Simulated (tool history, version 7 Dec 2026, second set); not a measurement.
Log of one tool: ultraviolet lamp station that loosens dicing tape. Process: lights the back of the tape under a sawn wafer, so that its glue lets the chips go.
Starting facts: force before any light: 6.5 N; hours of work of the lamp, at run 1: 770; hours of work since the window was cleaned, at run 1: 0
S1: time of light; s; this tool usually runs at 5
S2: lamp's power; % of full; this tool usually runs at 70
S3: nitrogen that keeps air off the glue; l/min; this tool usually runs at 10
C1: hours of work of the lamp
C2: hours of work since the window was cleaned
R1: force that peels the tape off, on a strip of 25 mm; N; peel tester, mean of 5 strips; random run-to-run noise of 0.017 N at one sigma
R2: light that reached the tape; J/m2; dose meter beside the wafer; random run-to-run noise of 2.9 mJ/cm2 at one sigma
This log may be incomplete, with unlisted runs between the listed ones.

run 1 hour=0 | S1=5 S2=70 S3=10 | C1=770 C2=0 | R1=0.846 R2=4090
run 2 hour=75.1 | S1=5 S2=70 S3=10 | C1=822 C2=52 | R1=0.848 R2=4140
run 3 hour=141.5 | S1=6 S2=70 S3=10 | C1=868 C2=98 | R1=0.587 R2=4990
run 4 hour=209.1 | S1=6 S2=70 S3=10 | C1=915 C2=145 | R1=0.569 R2=4930
run 5 hour=292.9 | S1=6 S2=70 S3=10 | C1=973 C2=203 | R1=0.568 R2=4930
run 6 hour=356 | S1=5 S2=70 S3=7 | C1=1016 C2=246 | R1=1.022 R2=4140
run 7 hour=403.3 | S1=5 S2=70 S3=7 | C1=1049 C2=279 | R1=1.03 R2=4080
run 8 hour=473.9 | S1=5 S2=70 S3=7 | C1=1098 C2=328 | R1=1.033 R2=4100
-- hour=544.8 window cleaned of glue's vapour
run 9 hour=544.8 | S1=5 S2=70 S3=7 | C1=1147 C2=0 | R1=1.005 R2=4130
run 10 hour=629.5 | S1=3 S2=70 S3=10 | C1=1205 C2=59 | R1=1.805 R2=2480
run 11 hour=708.2 | S1=3 S2=70 S3=10 | C1=1260 C2=113 | R1=1.869 R2=2470
run 12 hour=783.1 | S1=5 S2=70 S3=10 | C1=1312 C2=165 | R1=0.837 R2=4120
run 13 hour=833.8 | S1=5 S2=70 S3=10 | C1=1347 C2=200 | R1=0.858 R2=4160
run 14 hour=907 | S1=5 S2=65 S3=10 | C1=1397 C2=251 | R1=0.94 R2=3820
run 15 hour=1000 | S1=4 S2=70 S3=9 | C1=1462 C2=315 | R1=1.338 R2=3250
run 16 hour=1070.4 | S1=4 S2=70 S3=9 | C1=1511 C2=364 | R1=1.338 R2=3250
-- hour=1094 window cleaned of glue's vapour
run 17 hour=1160.3 | S1=2 S2=69 S3=17 | C1=1573 C2=46 | R1=2.576 R2=1630
run 18 hour=1218.1 | S1=6 S2=66 S3=4 | C1=1612 C2=86 | R1=1.092 R2=4650
run 19 hour=1291.9 | S1=2 S2=72 S3=4 | C1=1664 C2=137 | R1=3.284 R2=1700
run 20 hour=1333.2 | S1=2 S2=72 S3=4 | C1=1692 C2=166 | R1=3.485 R2=1690
run 21 hour=1390.6 | S1=2 S2=72 S3=4 | C1=1732 C2=205 | R1=3.468 R2=1700
run 22 hour=1454.1 | S1=2 S2=72 S3=4 | C1=1776 C2=249 | R1=3.453 R2=1680
run 23 hour=1507.9 | S1=3 S2=70 S3=15 | C1=1813 C2=287 | R1=1.646 R2=2470
run 24 hour=1596.2 | S1=3 S2=70 S3=15 | C1=1874 C2=348 | R1=1.653 R2=2490
-- hour=1641.6 window cleaned of glue's vapour
run 25 hour=1659.3 | S1=3 S2=70 S3=15 | C1=1918 C2=12 | R1=1.672 R2=2460
-- hour=1690 lamp changed
run 26 hour=1708.8 | S1=4 S2=80 S3=3 | C1=13 C2=46 | R1=1.732 R2=3760
run 27 hour=1804.1 | S1=4 S2=80 S3=3 | C1=79 C2=112 | R1=1.779 R2=3790

Consider 5 possible next runs. They are alternatives, not a sequence: every one starts from the tool as it was left by run 27. What does each give?
run A hour=1897.6 | S1=4 S2=63 S3=10 | C1=144 C2=177 | R1=? R2=?
run B hour=1897.6 | S1=9 S2=86 S3=6 | C1=144 C2=177 | R1=? R2=?
run C hour=1897.6 | S1=5 S2=80 S3=3 | C1=144 C2=177 | R1=? R2=?
run D hour=1897.6 | S1=8 S2=86 S3=3 | C1=144 C2=177 | R1=? R2=?
run E hour=1897.6 | S1=3 S2=63 S3=10 | C1=144 C2=177 | R1=? R2=?

run=A R1=1.49 R2=2950
run=B R1=0.17 R2=9080
run=C R1=1.292 R2=4710
run=D R1=0.424 R2=8140
run=E R1=2.031 R2=2210
What these runs would have given with no unlogged condition in the tool:
run=A R1=1.488 R2=2960
run=B R1=0.17 R2=9090
run=C R1=1.29 R2=4720
run=D R1=0.423 R2=8150
run=E R1=2.029 R2=2210
